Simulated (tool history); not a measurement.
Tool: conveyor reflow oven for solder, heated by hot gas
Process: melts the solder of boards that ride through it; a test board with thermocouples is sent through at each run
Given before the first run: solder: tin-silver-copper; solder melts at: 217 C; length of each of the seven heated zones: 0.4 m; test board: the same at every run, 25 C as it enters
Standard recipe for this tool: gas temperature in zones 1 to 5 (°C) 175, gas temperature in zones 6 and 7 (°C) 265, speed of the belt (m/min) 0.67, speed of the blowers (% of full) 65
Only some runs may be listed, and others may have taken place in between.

run	hour	gas temperature in zones 1 to 5 (°C)	gas temperature in zones 6 and 7 (°C)	speed of the belt (m/min)	speed of the blowers (% of full)	highest temperature of the board (°C)	time above the solder's melting point (s)
1	0	175	265	0.67	65	252.8	55
2	19	175	265	0.67	65	252.8	55.5
3	32.3	175	265	0.67	65	253.2	55.5
4	48.4	175	265	0.67	65	252.2	55.3
5	68	175	265	0.67	65	252.5	55.5
6	79.7	175	265	0.67	50	249	51.5
7	98.9	175	265	0.67	50	249.3	52.2
8	110.3	175	265	0.67	50	249.6	51.6
9	128.7	175	265	0.67	78	255.1	57.7
10	145.7	164	279	0.6	65	267.7	67.3
11	155.6	164	279	0.6	65	267.6	67.5
12	178.4	164	279	0.6	65	267.7	67.7

Alternative continuations, all from the tool just after run 12; predict every row:
A	198.8	177	265	0.67	65	?	?
B	198.8	160	279	0.6	65	?	?
C	198.8	164	262	0.579	88	?	?

run	highest temperature of the board (°C)	time above the solder's melting point (s)
A	253	56.3
B	267.1	66.3
C	255.5	64.7
Had the tool no hidden state, the same runs would have come out as:
run	highest temperature of the board (°C)	time above the solder's melting point (s)
A	252.9	56.3
B	267.1	66.2
C	255.4	64.6

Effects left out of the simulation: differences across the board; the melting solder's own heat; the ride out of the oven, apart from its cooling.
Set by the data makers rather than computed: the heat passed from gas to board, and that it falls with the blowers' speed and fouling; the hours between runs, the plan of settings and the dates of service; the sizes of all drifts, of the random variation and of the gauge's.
